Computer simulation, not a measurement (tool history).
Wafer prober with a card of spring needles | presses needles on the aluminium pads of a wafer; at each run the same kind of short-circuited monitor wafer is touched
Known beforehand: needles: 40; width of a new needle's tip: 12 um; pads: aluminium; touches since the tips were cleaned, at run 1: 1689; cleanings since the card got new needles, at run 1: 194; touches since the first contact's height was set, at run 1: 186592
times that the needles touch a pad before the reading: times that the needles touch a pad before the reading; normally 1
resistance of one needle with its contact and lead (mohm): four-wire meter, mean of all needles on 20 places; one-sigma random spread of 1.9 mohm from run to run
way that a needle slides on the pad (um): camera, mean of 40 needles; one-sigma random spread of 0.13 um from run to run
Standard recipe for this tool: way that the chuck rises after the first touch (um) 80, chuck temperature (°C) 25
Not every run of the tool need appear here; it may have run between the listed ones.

run,hour,way that the chuck rises after the first touch (um),chuck temperature (°C),times that the needles touch a pad before the reading,touches since the tips were cleaned,cleanings since the card got new needles,touches since the first contact's height was set,resistance of one needle with its contact and lead (mohm),way that a needle slides on the pad (um)
1,0,80,25,1,1689,194,186592,220,16.08
# hour 10.5: tips cleaned on abrasive film
# hour 27.6: tips cleaned on abrasive film
# hour 34.8: height of the first contact set anew
# hour 41.8: tips cleaned on abrasive film
2,46.8,80,25,1,1674,197,3970,226,15.63
# hour 57.3: tips cleaned on abrasive film
# hour 74.5: tips cleaned on abrasive film
# hour 88.4: tips cleaned on abrasive film
3,90.5,80,25,1,680,200,18389,209,15.32
# hour 104.4: tips cleaned on abrasive film
# hour 118.3: tips cleaned on abrasive film
# hour 135.5: tips cleaned on abrasive film
# hour 149.4: tips cleaned on abrasive film
# hour 165.9: tips cleaned on abrasive film
4,165.9,80,25,1,0,205,43311,205,15.45
# hour 179.8: tips cleaned on abrasive film
# hour 187: height of the first contact set anew, once more
# hour 197.2: tips cleaned on abrasive film
5,205.6,80,25,1,2792,207,6131,224,16.9
# hour 212.6: tips cleaned on abrasive film
# hour 224.6: card fitted with new needles
# hour 238.5: tips cleaned on abrasive film
# hour 252.4: tips cleaned on abrasive film
# hour 269.7: tips cleaned on abrasive film
# hour 284.4: tips cleaned on abrasive film
6,284.4,80,25,1,0,4,19756,200,16.74
# hour 298.3: tips cleaned on abrasive film
# hour 315.6: tips cleaned on abrasive film
# hour 333: tips cleaned on abrasive film
7,334.7,80,25,1,556,7,36382,206,16.41
# hour 348.6: tips cleaned on abrasive film
# hour 362.5: tips cleaned on abrasive film
# hour 379.6: tips cleaned on abrasive film
# hour 396.9: tips cleaned on abrasive film
# hour 412.3: tips cleaned on abrasive film
8,412.3,66,25,1,0,12,62040,204,13.54
# hour 429.6: tips cleaned on abrasive film
# hour 443.6: tips cleaned on abrasive film
# hour 460.6: tips cleaned on abrasive film
# hour 477.7: tips cleaned on abrasive film
9,484.8,66,25,1,2367,16,86032,220,13.45
# hour 491.8: tips cleaned on abrasive film
# hour 505.7: tips cleaned on abrasive film
# hour 523: tips cleaned on abrasive film
# hour 540.3: tips cleaned on abrasive film
# hour 557.7: tips cleaned on abrasive film
10,563.2,66,25,1,1821,21,111922,219,13.42
# hour 573.6: tips cleaned on abrasive film
# hour 590.3: tips cleaned on abrasive film
# hour 607.5: tips cleaned on abrasive film
# hour 621.4: tips cleaned on abrasive film
11,627.5,66,25,1,2039,25,133194,224,13.24
# hour 638: tips cleaned on abrasive film
# hour 651.9: tips cleaned on abrasive film
# hour 668.9: tips cleaned on abrasive film
# hour 685.8: tips cleaned on abrasive film
12,697,66,25,1,3742,29,156177,229,13.21
# hour 700.6: tips cleaned on abrasive film
# hour 717.7: tips cleaned on abrasive film
# hour 731.7: tips cleaned on abrasive film
# hour 745.6: tips cleaned on abrasive film
# hour 762.9: tips cleaned on abrasive film
13,764,74,25,1,360,34,178288,203,14.76
# hour 777.8: tips cleaned on abrasive film
# hour 794.9: tips cleaned on abrasive film
# hour 808.8: tips cleaned on abrasive film
14,812.5,93,25,2,1216,37,194317,207,18.97
# hour 826.2: tips cleaned on abrasive film
# hour 826.5: height of the first contact set anew
# hour 840.4: tips cleaned on abrasive film
# hour 857.8: tips cleaned on abrasive film
# hour 871.7: tips cleaned on abrasive film
# hour 889.1: tips cleaned on abrasive film
15,891.4,80,54,1,784,42,21456,211,16.56
# hour 905.3: tips cleaned on abrasive film
# hour 922.4: tips cleaned on abrasive film
16,933.6,60,47,2,3731,44,35424,227,12.38
# hour 937.2: tips cleaned on abrasive film
# hour 951.1: tips cleaned on abrasive film
# hour 968.4: tips cleaned on abrasive film
# hour 982.4: tips cleaned on abrasive film
# hour 999.4: tips cleaned on abrasive film
17,1010.7,60,47,2,3763,49,60911,225,12.22
# hour 1014.3: tips cleaned on abrasive film
# hour 1028.2: tips cleaned on abrasive film
# hour 1045.6: tips cleaned on abrasive film
# hour 1059.5: tips cleaned on abrasive film
18,1065.3,90,47,2,1946,53,78933,208,18.55
# hour 1075.8: tips cleaned on abrasive film
# hour 1093.1: tips cleaned on abrasive film
# hour 1110.4: tips cleaned on abrasive film
# hour 1124.3: tips cleaned on abrasive film
19,1137.7,80,25,1,4471,57,102879,227,16.3
# hour 1141.3: tips cleaned on abrasive film
# hour 1155.2: tips cleaned on abrasive film
# hour 1169.1: tips cleaned on abrasive film
# hour 1186.4: tips cleaned on abrasive film
# hour 1200.3: tips cleaned on abrasive film
20,1209,82,56,1,2906,62,126423,224,16.54
# hour 1216: tips cleaned on abrasive film
# hour 1233.3: tips cleaned on abrasive film
# hour 1247.8: tips cleaned on abrasive film
21,1247.8,73,89,2,0,65,139221,217,14.82
# hour 1265.1: tips cleaned on abrasive film
# hour 1279: tips cleaned on abrasive film
# hour 1296.4: tips cleaned on abrasive film
22,1309.3,73,89,2,4280,68,159576,232,14.87
# hour 1312.8: tips cleaned on abrasive film
# hour 1330.2: tips cleaned on abrasive film
# hour 1347.6: tips cleaned on abrasive film
# hour 1361.5: tips cleaned on abrasive film
23,1375.1,73,89,2,4522,72,181325,232,14.54
# hour 1378.6: tips cleaned on abrasive film
# hour 1392.5: tips cleaned on abrasive film
# hour 1406.4: tips cleaned on abrasive film
24,1410,73,89,2,1194,75,192856,222,14.41
# hour 1420.5: tips cleaned on abrasive film
# hour 1427.7: height of the first contact set anew
# hour 1438.1: tips cleaned on abrasive film
# hour 1455.3: tips cleaned on abrasive film
25,1459.4,73,89,2,1360,78,10493,221,15.21
# hour 1469.9: tips cleaned on abrasive film
# hour 1483.8: tips cleaned on abrasive film
# hour 1501.2: tips cleaned on abrasive film
# hour 1518.2: tips cleaned on abrasive film
# hour 1535.4: tips cleaned on abrasive film
26,1536.5,68,109,2,386,83,35976,221,13.97

The logged runs with the hidden state left out (each run's random variation unchanged):
Hidden state at play: debris on the tips, nm; way that the needles fall short of the set height, um; tips' diameter, um; drift of the gauge itself on contact_mohm, %; drift of the gauge itself on scrub_um, %.
run,resistance of one needle with its contact and lead (mohm),way that a needle slides on the pad (um)
1,199,16.82
2,203,16.82
3,198,16.56
4,199,16.8
5,196,16.92
6,196,16.82
7,197,16.56
8,200,13.79
9,199,13.79
10,200,13.87
11,203,13.77
12,199,13.82
13,199,15.48
14,201,19.75
15,204,16.63
16,207,12.49
17,204,12.43
18,199,18.84
19,200,16.67
20,206,17.02
21,216,15.36
22,215,15.48
23,215,15.24
24,213,15.15
25,214,15.25
26,216,14.11
